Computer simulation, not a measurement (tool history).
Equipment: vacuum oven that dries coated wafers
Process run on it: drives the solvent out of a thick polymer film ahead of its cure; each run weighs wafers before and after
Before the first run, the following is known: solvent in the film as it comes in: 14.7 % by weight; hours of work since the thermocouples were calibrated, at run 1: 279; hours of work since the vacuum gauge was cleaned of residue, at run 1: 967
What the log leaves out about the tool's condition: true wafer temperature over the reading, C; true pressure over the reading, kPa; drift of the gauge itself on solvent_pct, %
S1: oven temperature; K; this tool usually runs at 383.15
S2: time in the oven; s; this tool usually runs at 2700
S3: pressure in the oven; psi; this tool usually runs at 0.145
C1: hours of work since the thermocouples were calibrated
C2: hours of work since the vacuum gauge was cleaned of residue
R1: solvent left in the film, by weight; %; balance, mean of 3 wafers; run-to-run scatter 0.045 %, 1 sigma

run,hour,S1,S2,S3,C1,C2,R1
1,0.0,383.15,2700,0.145,279,967,3.71
2,78.5,383.15,2700,0.129,332,1020,3.65
3,154.9,376.15,2700,0.145,383,1071,5.38
4,255.6,383.15,1440,0.145,451,1138,6.29
5,324.5,383.15,1440,0.145,497,1185,6.24
6,382.9,383.15,1440,0.145,536,1224,6.34
7,479.5,383.15,1440,0.145,601,1289,6.18
8,592.3,383.15,2700,0.145,676,1364,3.72
9,682.1,383.15,2700,0.145,736,1424,3.68
# hour 749.7: vacuum gauge cleaned of residue and calibrated
10,812.0,383.15,2700,0.145,822,42,3.61
11,881.6,383.15,2700,0.145,869,88,3.60
12,962.3,383.15,2700,0.145,923,142,3.62
13,1089.8,383.15,2700,0.145,1009,228,3.66
14,1162.3,383.15,1560,0.145,1057,277,5.95
15,1244.8,378.15,4680,0.145,1113,332,2.68
16,1325.1,388.15,2760,0.344,1166,386,3.21
# hour 1357.0: oven's thermocouples calibrated
17,1439.2,389.15,4140,0.344,55,461,1.94
18,1503.4,389.15,4140,0.344,98,504,1.95
19,1627.7,389.15,1560,0.157,181,587,4.67
20,1735.1,384.15,2760,0.189,253,659,3.46
21,1810.0,384.15,2760,0.189,304,709,3.48
22,1888.7,369.15,2580,0.075,356,762,6.85
23,1981.4,369.15,2580,0.075,418,824,6.97
24,2056.9,369.15,2580,0.075,469,875,6.98
25,2166.2,385.15,2760,0.364,542,948,3.91

What if the next run were any one of these 4? Each begins from the tool's condition after run 25:
A,2290.6,392.15,2700,0.084,626,1031,?
B,2290.6,385.15,2760,0.525,626,1031,?
C,2290.6,385.15,2880,0.365,626,1031,?
D,2290.6,383.15,3540,0.426,626,1031,?

run,R1
A,1.71
B,4.54
C,3.80
D,3.76
Had the tool no hidden state, the same runs would have come out as:
run,R1
A,1.69
B,4.52
C,3.78
D,3.74

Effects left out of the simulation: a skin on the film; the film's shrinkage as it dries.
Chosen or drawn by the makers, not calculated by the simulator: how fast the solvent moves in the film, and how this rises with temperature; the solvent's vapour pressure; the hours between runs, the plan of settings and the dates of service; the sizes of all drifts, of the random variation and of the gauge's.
